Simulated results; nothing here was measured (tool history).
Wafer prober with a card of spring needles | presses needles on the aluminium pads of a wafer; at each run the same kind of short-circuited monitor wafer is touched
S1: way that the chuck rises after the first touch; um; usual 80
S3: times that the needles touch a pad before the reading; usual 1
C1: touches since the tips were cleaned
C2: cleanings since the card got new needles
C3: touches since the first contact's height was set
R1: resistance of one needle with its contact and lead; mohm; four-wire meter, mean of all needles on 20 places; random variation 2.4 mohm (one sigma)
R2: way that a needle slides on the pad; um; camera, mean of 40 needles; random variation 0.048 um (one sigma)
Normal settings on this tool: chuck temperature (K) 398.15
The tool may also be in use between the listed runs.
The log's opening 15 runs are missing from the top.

run 16 hour=121 | S1=85 chuck_temperature_(K)=398.15 S3=1 | C1=1326 C2=31 C3=132880 | R1=271 R2=23.03
run 17 hour=126.4 | S1=77 chuck_temperature_(K)=398.15 S3=1 | C1=2639 C2=31 C3=134193 | R1=266 R2=20.86
-- hour=131.9 tips cleaned on abrasive film
run 18 hour=137.6 | S1=77 chuck_temperature_(K)=398.15 S3=1 | C1=1384 C2=32 C3=136908 | R1=268 R2=20.86
run 19 hour=148 | S1=69 chuck_temperature_(K)=336.15 S3=1 | C1=3899 C2=32 C3=139423 | R1=260 R2=18.7
-- hour=149.1 tips cleaned on abrasive film
run 20 hour=160.1 | S1=73 chuck_temperature_(K)=398.15 S3=2 | C1=2652 C2=33 C3=142325 | R1=271 R2=19.71
run 21 hour=165.2 | S1=89 chuck_temperature_(K)=398.15 S3=2 | C1=3894 C2=33 C3=143567 | R1=270 R2=24.02
-- hour=166.4 tips cleaned on abrasive film
run 22 hour=173.5 | S1=89 chuck_temperature_(K)=315.15 S3=2 | C1=1718 C2=34 C3=145556 | R1=248 R2=24.09
-- hour=182.9 tips cleaned on abrasive film
run 23 hour=183.7 | S1=89 chuck_temperature_(K)=315.15 S3=2 | C1=195 C2=35 C3=148014 | R1=241 R2=24.05

Run 24, settings as shown, results not yet in. Your forecast:
run 24 hour=193.8 | S1=61 chuck_temperature_(K)=398.15 S3=1 | C1=2656 C2=35 C3=150475 | R1=? R2=?

R1: 266 mohm
R2: 16.46 um
On a tool with no hidden condition, and with the same random variation, this run would have come out at R1 265 mohm, R2 16.48 um.

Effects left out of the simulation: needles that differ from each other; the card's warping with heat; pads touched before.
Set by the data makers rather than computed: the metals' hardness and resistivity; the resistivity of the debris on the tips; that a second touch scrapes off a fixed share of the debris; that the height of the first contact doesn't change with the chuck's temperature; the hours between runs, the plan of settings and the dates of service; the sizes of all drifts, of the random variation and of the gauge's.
